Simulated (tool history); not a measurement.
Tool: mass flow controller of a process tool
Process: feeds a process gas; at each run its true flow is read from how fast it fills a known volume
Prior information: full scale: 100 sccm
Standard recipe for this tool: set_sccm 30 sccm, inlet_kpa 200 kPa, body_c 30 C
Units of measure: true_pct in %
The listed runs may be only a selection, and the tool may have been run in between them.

Run 1, hour 0: usual settings. Result: true_pct 97.51 %.
Run 2, hour 70.5: usual settings. Result: true_pct 97.48 %.
Run 3, hour 209.7: usual settings. Result: true_pct 97.47 %.
Run 4, hour 333: usual settings. Result: true_pct 97.39 %.
Run 5, hour 461.9: usual settings but body_c 34 C. Result: true_pct 97.03 %.
Run 6, hour 584.8: usual settings. Result: true_pct 97.16 %.
Run 7, hour 682.3: usual settings but set_sccm 46 sccm. Result: true_pct 97.7 %.
Run 8, hour 813.1: usual settings but set_sccm 46 sccm. Result: true_pct 97.64 %.
Run 9, hour 873.2: usual settings but set_sccm 46 sccm. Result: true_pct 97.52 %.
Run 10, hour 992.3: usual settings but set_sccm 46 sccm. Result: true_pct 97.48 %.
Run 11, hour 1094.7: usual settings but set_sccm 46 sccm. Result: true_pct 97.46 %.
Run 12, hour 1229.3: usual settings but set_sccm 46 sccm. Result: true_pct 97.36 %.
Run 13, hour 1343.9: usual settings. Result: true_pct 97.07 %.
At hour 1352.4: controller's zero set anew.
Run 14, hour 1425.7: usual settings. Result: true_pct 96.53 %.
Run 15, hour 1508.5: usual settings. Result: true_pct 96.38 %.
Run 16, hour 1632.2: usual settings but inlet_kpa 143 kPa. Result: true_pct 96.15 %.
Run 17, hour 1741.6: usual settings. Result: true_pct 96.33 %.
Run 18, hour 1816: usual settings. Result: true_pct 96.44 %.
At hour 1876.2: controller's zero set anew, once more.
Run 19, hour 1943.3: usual settings. Result: true_pct 97.94 %.
Run 20, hour 2085.2: usual settings but body_c 33 C. Result: true_pct 97.68 %.
Run 21, hour 2159.5: usual settings but body_c 33 C. Result: true_pct 97.61 %.
Run 22, hour 2253.9: usual settings but body_c 33 C. Result: true_pct 97.5 %.
Run 23, hour 2328.5: usual settings but inlet_kpa 191 kPa. Result: true_pct 97.69 %.
Run 24, hour 2466.7: usual settings but set_sccm 59 sccm. Result: true_pct 97.81 %.
Run 25, hour 2559.3: usual settings but inlet_kpa 162 kPa, body_c 35 C. Result: true_pct 97.17 %.
Run 26, hour 2634.8: usual settings but set_sccm 54 sccm, inlet_kpa 258 kPa, body_c 35 C. Result: true_pct 97.65 %.
Run 27, hour 2702.7: usual settings but inlet_kpa 257 kPa, body_c 27 C. Result: true_pct 97.96 %.
Run 28, hour 2826.6: usual settings but set_sccm 20 sccm, inlet_kpa 195 kPa. Result: true_pct 97.63 %.
Run 29, hour 2922: usual settings but set_sccm 20 sccm, inlet_kpa 195 kPa. Result: true_pct 97.35 %.
Run 30, hour 3043.2: usual settings but set_sccm 36 sccm, inlet_kpa 214 kPa. Result: true_pct 97.58 %.
Run 31, hour 3118.9: usual settings but set_sccm 36 sccm, inlet_kpa 214 kPa. Result: true_pct 97.55 %.
Run 32, hour 3184.6: usual settings but body_c 22 C. Result: true_pct 98.1 %.
Run 33, hour 3319.4: usual settings but body_c 23 C. Result: true_pct 97.95 %.
Run 34, hour 3451.2: usual settings but set_sccm 42 sccm, inlet_kpa 215 kPa, body_c 23 C. Result: true_pct 98.05 %.
Run 35, hour 3509.9: usual settings but set_sccm 23 sccm, body_c 23 C. Result: true_pct 97.79 %.
Run 36, hour 3638.8: usual settings but set_sccm 23 sccm, body_c 23 C. Result: true_pct 97.76 %.
Run 37, hour 3752.7: usual settings but set_sccm 23 sccm, body_c 23 C. Result: true_pct 97.68 %.
Run 38, hour 3830.5: usual settings but set_sccm 11 sccm, inlet_kpa 256 kPa, body_c 23 C. Result: true_pct 97.45 %.
Run 39, hour 3906.4: usual settings but set_sccm 23 sccm, inlet_kpa 193 kPa. Result: true_pct 97.1 %.
Run 40, hour 4030.1: usual settings but set_sccm 13 sccm, inlet_kpa 145 kPa. Result: true_pct 96.55 %.
Run 41, hour 4153.2: usual settings but set_sccm 72 sccm, inlet_kpa 150 kPa, body_c 33 C. Result: true_pct 97.02 %.
Run 42, hour 4277.2: usual settings but set_sccm 72 sccm, inlet_kpa 155 kPa, body_c 38 C. Result: true_pct 96.59 %.
Run 43, hour 4340.4: usual settings but inlet_kpa 196 kPa. Result: true_pct 97.03 %.
Run 44, hour 4479.1: usual settings but set_sccm 36 sccm, inlet_kpa 152 kPa, body_c 38 C. Result: true_pct 96.28 %.
Run 45, hour 4575.2: usual settings but inlet_kpa 205 kPa, body_c 35 C. Result: true_pct 96.67 %.
Run 46, hour 4689.8: usual settings but inlet_kpa 205 kPa, body_c 35 C. Result: true_pct 96.43 %.
Run 47, hour 4825.2: usual settings but inlet_kpa 189 kPa. Result: true_pct 96.76 %.
Run 48, hour 4963: usual settings but set_sccm 95 sccm, inlet_kpa 234 kPa, body_c 33 C. Result: true_pct 97.19 %.

Predict each of these 3 candidate next runs independently; none follows another, all start after run 48:
Run A, hour 5029.1: usual settings but set_sccm 95 sccm, inlet_kpa 186 kPa, body_c 28 C. Result: true_pct ?.
Run B, hour 5029.1: usual settings but set_sccm 36 sccm, body_c 26 C. Result: true_pct ?.
Run C, hour 5029.1: usual settings but set_sccm 95 sccm, inlet_kpa 198 kPa, body_c 33 C. Result: true_pct ?.

run  true_pct
  A     97.37
  B     97.16
  C     97.19
The same runs, with their run-to-run variation unchanged, on a tool lacking any hidden condition would have given:
run  true_pct
  A     99.63
  B     99.67
  C     99.45

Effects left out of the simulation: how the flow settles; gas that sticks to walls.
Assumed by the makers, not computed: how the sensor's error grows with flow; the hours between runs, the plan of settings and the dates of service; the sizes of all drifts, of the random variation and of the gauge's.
